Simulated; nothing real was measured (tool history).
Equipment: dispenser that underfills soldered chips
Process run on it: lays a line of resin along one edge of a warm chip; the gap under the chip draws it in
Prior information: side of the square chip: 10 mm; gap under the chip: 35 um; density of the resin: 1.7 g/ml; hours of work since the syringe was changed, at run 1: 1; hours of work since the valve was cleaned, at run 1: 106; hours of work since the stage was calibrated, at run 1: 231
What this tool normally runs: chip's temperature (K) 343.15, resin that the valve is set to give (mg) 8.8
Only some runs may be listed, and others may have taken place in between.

run	hour	chip's temperature (K)	resin that the valve is set to give (mg)	hours of work since the syringe was changed	hours of work since the valve was cleaned	hours of work since the stage was calibrated	time until the resin shows at the far edge (s)	resin that the valve gave (mg)
1	0	343.15	8.8	1	106	231	118.7	7.96
2	5.9	343.15	8.8	6	111	235	170.7	7.87
# hour 10.2: new syringe of resin
3	11.8	343.15	8.8	1	115	240	121.1	7.8
# hour 15.6: dispensing valve cleaned and set on the balance
4	18.3	343.15	10.02	6	2	244	166.9	9.95
# hour 22.1: new syringe of resin
5	27.5	343.15	8.8	4	9	251	148.8	8.77
# hour 32.7: new syringe of resin
6	33.7	343.15	8.8	1	14	256	114.6	8.83
7	40.1	343.15	8.8	6	19	261	172	8.6
# hour 44.1: new syringe of resin
8	47	343.15	8.8	2	24	266	126.8	8.66
# hour 55.3: new syringe of resin
9	55.8	334.15	10.62	0	31	273	152	10.4
10	64.2	334.15	10.62	7	38	280	253.7	10.26
# hour 66.1: new syringe of resin
11	74.5	333.15	8.8	7	46	288	260.3	8.61
# hour 77.1: new syringe of resin
12	79.7	347.15	10.49	2	50	292	105.6	10.06
13	85.1	330.15	10.49	6	54	296	276.7	9.81
# hour 88.2: new syringe of resin
14	89.9	343.15	8.8	1	57	300	117.8	8.39
15	95.4	333.15	8.8	6	62	304	237.7	8.29
# hour 99.1: new syringe of resin
16	103.9	356.15	9.68	4	68	310	91.1	9.05

Forecast each of these 3 alternatives for the next run:
# hour 110: new syringe of resin
A	110.4	333.15	10.87	0	73	315	?	?
# hour 110: new syringe of resin
B	110.4	350.15	9.74	0	73	315	?	?
# hour 110: new syringe of resin
C	110.4	356.15	10.8	0	73	315	?	?

run	time until the resin shows at the far edge (s)	resin that the valve gave (mg)
A	148.6	10.11
B	83	9.12
C	67.3	10.15
Without the tool's hidden state the same runs would have given:
run	time until the resin shows at the far edge (s)	resin that the valve gave (mg)
A	151.4	10.84
B	83.9	9.77
C	68.2	10.87

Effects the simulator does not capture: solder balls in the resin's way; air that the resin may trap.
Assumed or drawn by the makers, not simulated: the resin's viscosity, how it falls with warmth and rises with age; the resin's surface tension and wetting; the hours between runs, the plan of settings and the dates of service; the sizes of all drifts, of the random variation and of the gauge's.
